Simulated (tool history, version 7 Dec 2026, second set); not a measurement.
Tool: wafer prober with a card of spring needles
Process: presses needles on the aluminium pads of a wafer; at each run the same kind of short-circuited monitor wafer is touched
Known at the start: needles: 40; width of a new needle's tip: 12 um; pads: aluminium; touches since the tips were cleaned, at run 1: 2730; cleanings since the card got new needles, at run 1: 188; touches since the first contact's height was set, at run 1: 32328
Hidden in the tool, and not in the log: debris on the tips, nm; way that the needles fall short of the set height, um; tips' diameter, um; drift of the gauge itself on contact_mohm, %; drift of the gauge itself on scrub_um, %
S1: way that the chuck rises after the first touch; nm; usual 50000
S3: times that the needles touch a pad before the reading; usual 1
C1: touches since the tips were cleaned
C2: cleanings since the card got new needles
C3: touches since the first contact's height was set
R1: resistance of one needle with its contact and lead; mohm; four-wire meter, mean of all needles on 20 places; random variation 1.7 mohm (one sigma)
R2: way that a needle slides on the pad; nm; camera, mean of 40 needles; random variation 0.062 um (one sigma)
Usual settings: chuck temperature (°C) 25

{"run": 1, "hour": 0.0, "S1": 50000, "chuck temperature (°C)": 25, "S3": 1, "C1": 2730, "C2": 188, "C3": 32328, "R1": 279, "R2": 13650}
{"hour": 1.1, "done": "tips cleaned on abrasive film"}
{"hour": 5.4, "done": "tips cleaned on abrasive film"}
{"hour": 10.6, "done": "tips cleaned on abrasive film"}
{"hour": 15.9, "done": "tips cleaned on abrasive film"}
{"hour": 20.1, "done": "tips cleaned on abrasive film"}
{"run": 2, "hour": 22.1, "S1": 50000, "chuck temperature (°C)": 25, "S3": 1, "C1": 1373, "C2": 193, "C3": 47090, "R1": 244, "R2": 13590}
{"hour": 25.3, "done": "tips cleaned on abrasive film"}
{"hour": 30.6, "done": "tips cleaned on abrasive film"}
{"hour": 35.8, "done": "tips cleaned on abrasive film"}
{"hour": 41.1, "done": "tips cleaned on abrasive film"}
{"run": 3, "hour": 43.5, "S1": 50000, "chuck temperature (°C)": 25, "S3": 1, "C1": 1662, "C2": 197, "C3": 61436, "R1": 252, "R2": 13500}
{"hour": 45.7, "done": "tips cleaned on abrasive film"}
{"hour": 51.0, "done": "tips cleaned on abrasive film"}
{"hour": 55.2, "done": "tips cleaned on abrasive film"}
{"hour": 60.4, "done": "tips cleaned on abrasive film"}
{"hour": 64.7, "done": "tips cleaned on abrasive film"}
{"hour": 68.9, "done": "tips cleaned on abrasive film"}
{"hour": 73.1, "done": "tips cleaned on abrasive film"}
{"hour": 73.4, "done": "height of the first contact set anew"}
{"run": 4, "hour": 76.5, "S1": 50000, "chuck temperature (°C)": 25, "S3": 1, "C1": 2065, "C2": 204, "C3": 2065, "R1": 279, "R2": 13200}
{"hour": 78.6, "done": "tips cleaned on abrasive film"}
{"hour": 82.9, "done": "tips cleaned on abrasive film"}
{"hour": 87.1, "done": "tips cleaned on abrasive film"}
{"hour": 91.3, "done": "tips cleaned on abrasive film"}
{"run": 5, "hour": 92.5, "S1": 50000, "chuck temperature (°C)": 25, "S3": 3, "C1": 824, "C2": 208, "C3": 12756, "R1": 194, "R2": 13120}
{"hour": 95.7, "done": "tips cleaned on abrasive film"}
{"hour": 99.9, "done": "tips cleaned on abrasive film"}
{"hour": 105.2, "done": "tips cleaned on abrasive film"}
{"hour": 110.5, "done": "tips cleaned on abrasive film"}
{"run": 6, "hour": 112.9, "S1": 50000, "chuck temperature (°C)": 25, "S3": 3, "C1": 1636, "C2": 212, "C3": 26371, "R1": 206, "R2": 12950}
{"hour": 115.0, "done": "tips cleaned on abrasive film"}
{"hour": 119.3, "done": "tips cleaned on abrasive film"}
{"hour": 124.5, "done": "tips cleaned on abrasive film"}
{"hour": 128.7, "done": "tips cleaned on abrasive film"}
{"hour": 133.0, "done": "tips cleaned on abrasive film"}
{"hour": 137.2, "done": "tips cleaned on abrasive film"}
{"hour": 142.5, "done": "tips cleaned on abrasive film"}
{"hour": 147.2, "done": "tips cleaned on abrasive film"}
{"run": 7, "hour": 147.2, "S1": 50000, "chuck temperature (°C)": 25, "S3": 1, "C1": 0, "C2": 220, "C3": 49291, "R1": 183, "R2": 12810}
{"hour": 152.5, "done": "tips cleaned on abrasive film"}
{"hour": 156.7, "done": "tips cleaned on abrasive film"}
{"hour": 162.0, "done": "tips cleaned on abrasive film"}
{"hour": 167.2, "done": "tips cleaned on abrasive film"}
{"hour": 171.5, "done": "tips cleaned on abrasive film"}
{"hour": 176.7, "done": "tips cleaned on abrasive film"}
{"hour": 181.0, "done": "tips cleaned on abrasive film"}
{"run": 8, "hour": 181.1, "S1": 50000, "chuck temperature (°C)": 25, "S3": 1, "C1": 103, "C2": 227, "C3": 71944, "R1": 192, "R2": 12680}
{"hour": 185.3, "done": "tips cleaned on abrasive film"}
{"hour": 189.6, "done": "tips cleaned on abrasive film"}
{"hour": 190.9, "done": "height of the first contact set anew, once more"}
{"hour": 195.1, "done": "tips cleaned on abrasive film"}
{"hour": 199.4, "done": "tips cleaned on abrasive film"}
{"hour": 203.6, "done": "tips cleaned on abrasive film"}
{"hour": 208.8, "done": "tips cleaned on abrasive film"}
{"run": 9, "hour": 208.9, "S1": 50000, "chuck temperature (°C)": 25, "S3": 1, "C1": 34, "C2": 233, "C3": 12014, "R1": 178, "R2": 13830}
{"hour": 213.1, "done": "tips cleaned on abrasive film"}
{"hour": 217.4, "done": "tips cleaned on abrasive film"}
{"hour": 222.6, "done": "tips cleaned on abrasive film"}
{"hour": 226.9, "done": "tips cleaned on abrasive film"}
{"hour": 232.1, "done": "tips cleaned on abrasive film"}
{"run": 10, "hour": 234.3, "S1": 50000, "chuck temperature (°C)": 25, "S3": 1, "C1": 1479, "C2": 238, "C3": 29004, "R1": 257, "R2": 13720}
{"hour": 236.4, "done": "tips cleaned on abrasive film"}
{"hour": 241.7, "done": "tips cleaned on abrasive film"}
{"hour": 247.0, "done": "tips cleaned on abrasive film"}
{"hour": 251.2, "done": "tips cleaned on abrasive film"}
{"hour": 256.5, "done": "tips cleaned on abrasive film"}
{"run": 11, "hour": 256.9, "S1": 51000, "chuck temperature (°C)": 25, "S3": 1, "C1": 328, "C2": 243, "C3": 44127, "R1": 201, "R2": 13930}
{"hour": 261.2, "done": "tips cleaned on abrasive film"}
{"hour": 266.4, "done": "tips cleaned on abrasive film"}
{"hour": 270.7, "done": "tips cleaned on abrasive film"}
{"hour": 274.9, "done": "tips cleaned on abrasive film"}
{"run": 12, "hour": 277.2, "S1": 32000, "chuck temperature (°C)": 100, "S3": 1, "C1": 1617, "C2": 247, "C3": 57725, "R1": 373, "R2": 8550}
{"hour": 279.4, "done": "tips cleaned on abrasive film"}
{"hour": 283.6, "done": "tips cleaned on abrasive film"}
{"hour": 288.9, "done": "tips cleaned on abrasive film"}
{"hour": 294.2, "done": "tips cleaned on abrasive film"}
{"run": 13, "hour": 297.2, "S1": 35000, "chuck temperature (°C)": 71, "S3": 2, "C1": 2057, "C2": 251, "C3": 71057, "R1": 315, "R2": 9290}
{"hour": 299.3, "done": "tips cleaned on abrasive film"}
{"hour": 303.6, "done": "tips cleaned on abrasive film"}
{"hour": 307.8, "done": "tips cleaned on abrasive film"}
{"hour": 312.0, "done": "tips cleaned on abrasive film"}
{"hour": 312.3, "done": "height of the first contact set anew"}
{"hour": 317.6, "done": "tips cleaned on abrasive film"}
{"hour": 321.8, "done": "tips cleaned on abrasive film"}
{"hour": 326.0, "done": "tips cleaned on abrasive film"}
{"run": 14, "hour": 329.4, "S1": 50000, "chuck temperature (°C)": 94, "S3": 2, "C1": 2260, "C2": 258, "C3": 11421, "R1": 244, "R2": 13880}
{"hour": 330.5, "done": "tips cleaned on abrasive film"}
{"hour": 335.8, "done": "tips cleaned on abrasive film"}
{"hour": 340.0, "done": "tips cleaned on abrasive film"}
{"hour": 345.2, "done": "tips cleaned on abrasive film"}
{"hour": 350.5, "done": "tips cleaned on abrasive film"}
{"hour": 354.7, "done": "tips cleaned on abrasive film"}
{"run": 15, "hour": 355.2, "S1": 66000, "chuck temperature (°C)": 30, "S3": 2, "C1": 329, "C2": 264, "C3": 28664, "R1": 183, "R2": 18150}
{"hour": 359.4, "done": "tips cleaned on abrasive film"}
{"hour": 363.7, "done": "tips cleaned on abrasive film"}
{"hour": 367.9, "done": "tips cleaned on abrasive film"}
{"hour": 372.1, "done": "tips cleaned on abrasive film"}
{"hour": 377.4, "done": "tips cleaned on abrasive film"}
{"hour": 381.6, "done": "tips cleaned on abrasive film"}
{"run": 16, "hour": 384.6, "S1": 53000, "chuck temperature (°C)": 69, "S3": 3, "C1": 2073, "C2": 270, "C3": 48354, "R1": 209, "R2": 14440}
{"hour": 386.8, "done": "tips cleaned on abrasive film"}
{"hour": 391.0, "done": "tips cleaned on abrasive film"}
{"hour": 395.3, "done": "tips cleaned on abrasive film"}
{"hour": 399.5, "done": "tips cleaned on abrasive film"}
{"hour": 403.7, "done": "tips cleaned on abrasive film"}
{"hour": 409.0, "done": "tips cleaned on abrasive film"}
{"hour": 413.2, "done": "tips cleaned on abrasive film"}
{"hour": 418.5, "done": "tips cleaned on abrasive film"}
{"run": 17, "hour": 418.6, "S1": 52000, "chuck temperature (°C)": 72, "S3": 1, "C1": 83, "C2": 278, "C3": 70987, "R1": 194, "R2": 14110}
{"hour": 422.8, "done": "tips cleaned on abrasive film"}
{"hour": 427.1, "done": "tips cleaned on abrasive film"}
{"hour": 431.3, "done": "tips cleaned on abrasive film"}
{"hour": 433.6, "done": "height of the first contact set anew"}
{"hour": 435.8, "done": "tips cleaned on abrasive film"}
{"run": 18, "hour": 438.8, "S1": 52000, "chuck temperature (°C)": 32, "S3": 1, "C1": 2039, "C2": 282, "C3": 3448, "R1": 277, "R2": 14420}
{"hour": 441.0, "done": "tips cleaned on abrasive film"}
{"hour": 445.2, "done": "tips cleaned on abrasive film"}
{"hour": 450.5, "done": "tips cleaned on abrasive film"}
{"hour": 455.7, "done": "tips cleaned on abrasive film"}
{"hour": 459.9, "done": "tips cleaned on abrasive film"}
{"hour": 465.2, "done": "tips cleaned on abrasive film"}
{"run": 19, "hour": 467.2, "S1": 48000, "chuck temperature (°C)": 63, "S3": 1, "C1": 1337, "C2": 288, "C3": 22403, "R1": 252, "R2": 13230}
{"hour": 470.4, "done": "tips cleaned on abrasive film"}
{"hour": 474.6, "done": "tips cleaned on abrasive film"}
{"hour": 478.8, "done": "tips cleaned on abrasive film"}
{"hour": 483.0, "done": "tips cleaned on abrasive film"}
{"hour": 487.3, "done": "tips cleaned on abrasive film"}
{"hour": 492.5, "done": "tips cleaned on abrasive film"}
{"hour": 497.8, "done": "tips cleaned on abrasive film"}
{"hour": 502.0, "done": "tips cleaned on abrasive film"}
{"run": 20, "hour": 504.5, "S1": 48000, "chuck temperature (°C)": 63, "S3": 1, "C1": 1713, "C2": 296, "C3": 47371, "R1": 272, "R2": 13020}
{"hour": 506.7, "done": "tips cleaned on abrasive film"}
{"hour": 510.9, "done": "tips cleaned on abrasive film"}
{"hour": 516.2, "done": "tips cleaned on abrasive film"}
{"hour": 521.4, "done": "tips cleaned on abrasive film"}
{"hour": 526.7, "done": "tips cleaned on abrasive film"}
{"hour": 532.0, "done": "tips cleaned on abrasive film"}
{"hour": 536.2, "done": "tips cleaned on abrasive film"}
{"run": 21, "hour": 540.2, "S1": 33000, "chuck temperature (°C)": 64, "S3": 1, "C1": 2748, "C2": 303, "C3": 71258, "R1": 458, "R2": 8760}
{"hour": 541.3, "done": "tips cleaned on abrasive film"}
{"hour": 545.6, "done": "tips cleaned on abrasive film"}
{"hour": 550.8, "done": "tips cleaned on abrasive film"}
{"hour": 555.3, "done": "height of the first contact set anew"}
{"hour": 556.4, "done": "tips cleaned on abrasive film"}
{"hour": 561.7, "done": "tips cleaned on abrasive film"}
{"hour": 565.9, "done": "tips cleaned on abrasive film"}
{"hour": 570.1, "done": "tips cleaned on abrasive film"}
{"run": 22, "hour": 574.2, "S1": 33000, "chuck temperature (°C)": 64, "S3": 1, "C1": 2767, "C2": 310, "C3": 12633, "R1": 448, "R2": 9110}

Forecast each of these 5 alternatives for the next run:
{"hour": 575.3, "done": "tips cleaned on abrasive film"}
{"hour": 579.5, "done": "tips cleaned on abrasive film"}
{"hour": 583.8, "done": "tips cleaned on abrasive film"}
{"hour": 589.0, "done": "tips cleaned on abrasive film"}
{"hour": 593.2, "done": "tips cleaned on abrasive film"}
{"run": "A", "hour": 593.7, "S1": 41000, "chuck temperature (°C)": 64, "S3": 1, "C1": 329, "C2": 315, "C3": 25646, "R1": "?", "R2": "?"}
{"hour": 575.3, "done": "tips cleaned on abrasive film"}
{"hour": 579.5, "done": "tips cleaned on abrasive film"}
{"hour": 583.8, "done": "tips cleaned on abrasive film"}
{"hour": 589.0, "done": "tips cleaned on abrasive film"}
{"hour": 593.2, "done": "tips cleaned on abrasive film"}
{"run": "B", "hour": 593.7, "S1": 42000, "chuck temperature (°C)": 27, "S3": 3, "C1": 329, "C2": 315, "C3": 25646, "R1": "?", "R2": "?"}
{"hour": 575.3, "done": "tips cleaned on abrasive film"}
{"hour": 579.5, "done": "tips cleaned on abrasive film"}
{"hour": 583.8, "done": "tips cleaned on abrasive film"}
{"hour": 589.0, "done": "tips cleaned on abrasive film"}
{"hour": 593.2, "done": "tips cleaned on abrasive film"}
{"run": "C", "hour": 593.7, "S1": 50000, "chuck temperature (°C)": 25, "S3": 2, "C1": 329, "C2": 315, "C3": 25646, "R1": "?", "R2": "?"}
{"hour": 575.3, "done": "tips cleaned on abrasive film"}
{"hour": 579.5, "done": "tips cleaned on abrasive film"}
{"hour": 583.8, "done": "tips cleaned on abrasive film"}
{"hour": 589.0, "done": "tips cleaned on abrasive film"}
{"hour": 593.2, "done": "tips cleaned on abrasive film"}
{"run": "D", "hour": 593.7, "S1": 51000, "chuck temperature (°C)": 46, "S3": 1, "C1": 329, "C2": 315, "C3": 25646, "R1": "?", "R2": "?"}
{"hour": 575.3, "done": "tips cleaned on abrasive film"}
{"hour": 579.5, "done": "tips cleaned on abrasive film"}
{"hour": 583.8, "done": "tips cleaned on abrasive film"}
{"hour": 589.0, "done": "tips cleaned on abrasive film"}
{"hour": 593.2, "done": "tips cleaned on abrasive film"}
{"run": "E", "hour": 593.7, "S1": 39000, "chuck temperature (°C)": 32, "S3": 3, "C1": 329, "C2": 315, "C3": 25646, "R1": "?", "R2": "?"}

run=A R1=221 R2=11180
run=B R1=186 R2=11400
run=C R1=190 R2=13660
run=D R1=200 R2=14010
run=E R1=190 R2=10600
Without the tool's hidden state the same runs would have given:
run=A R1=176 R2=11370
run=B R1=167 R2=11590
run=C R1=168 R2=13840
run=D R1=169 R2=14200
run=E R1=169 R2=10790
